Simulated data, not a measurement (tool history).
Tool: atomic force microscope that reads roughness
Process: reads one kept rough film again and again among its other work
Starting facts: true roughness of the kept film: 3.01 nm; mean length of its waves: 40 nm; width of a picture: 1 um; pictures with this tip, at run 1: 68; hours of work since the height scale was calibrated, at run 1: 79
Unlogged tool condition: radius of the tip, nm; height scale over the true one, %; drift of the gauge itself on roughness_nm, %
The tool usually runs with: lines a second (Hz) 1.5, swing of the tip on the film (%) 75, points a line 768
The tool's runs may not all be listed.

run	day	lines a second (Hz)	swing of the tip on the film (%)	points a line	pictures with this tip	hours of work since the height scale was calibrated	roughness of the kept film (nm (root mean square))
1	0	1.5	75	768	68	79	2.689
2	0.467	1.5	75	768	85	84	2.691
3	1	1.5	75	768	105	90	2.683
4	1.604	1.5	59	768	127	97	2.767
5	2.117	3.92	59	768	146	102	2.658
6	2.571	3.92	59	768	163	107	2.652
7	2.867	3.92	59	768	174	111	2.646
8	3.2	1.5	75	410	186	114	2.649
9	3.462	2.77	75	768	196	117	2.525
# day 3.55: height scale calibrated on a step standard
10	3.975	2.77	75	768	213	5	2.523
11	4.508	2.77	75	768	233	11	2.486
12	5.096	1.5	75	603	255	17	2.618
13	5.508	0.56	66	288	270	21	2.7
14	5.804	3.71	65	790	281	25	2.534
# day 5.996: new tip fitted
15	6.175	1.43	70	532	7	29	2.758
# day 6.471: height scale calibrated on a step standard, once more
16	6.738	3.22	70	377	26	3	2.6
17	7.308	1.02	60	296	47	9	2.798
18	7.725	2.95	75	306	63	14	2.547
19	8.258	3.58	59	620	82	20	2.707
20	8.754	2.76	86	293	101	25	2.371
21	9.242	2.86	63	590	119	30	2.674
22	9.808	3.93	75	768	140	37	2.44
23	10.183	3.93	85	721	154	41	2.233

How would selected steps in roughness of the kept film (nm (root mean square)) from run to run divide? Give the signed amount a tool lacking its hidden state would still show from settings, what came in and random variation, and the signed amount left for the hidden state, including any gauge scatter that is not in both of the compared results.
Run 11 -> 12: lines a second (Hz) 2.77 -> 1.5, points a line 768 -> 603. roughness of the kept film (nm (root mean square)) +0.132: hidden state -0.013, all else +0.145.
Run 14 -> 15: lines a second (Hz) 3.71 -> 1.43, swing of the tip on the film (%) 65 -> 70, points a line 790 -> 532, new tip fitted. roughness of the kept film (nm (root mean square)) +0.224: hidden state +0.109, all else +0.115.
Run 19 -> 20: lines a second (Hz) 3.58 -> 2.76, swing of the tip on the film (%) 59 -> 86, points a line 620 -> 293. roughness of the kept film (nm (root mean square)) -0.336: hidden state -0.002, all else -0.334.
Run 20 -> 21: lines a second (Hz) 2.76 -> 2.86, swing of the tip on the film (%) 86 -> 63, points a line 293 -> 590. roughness of the kept film (nm (root mean square)) +0.303: hidden state -0.013, all else +0.316.

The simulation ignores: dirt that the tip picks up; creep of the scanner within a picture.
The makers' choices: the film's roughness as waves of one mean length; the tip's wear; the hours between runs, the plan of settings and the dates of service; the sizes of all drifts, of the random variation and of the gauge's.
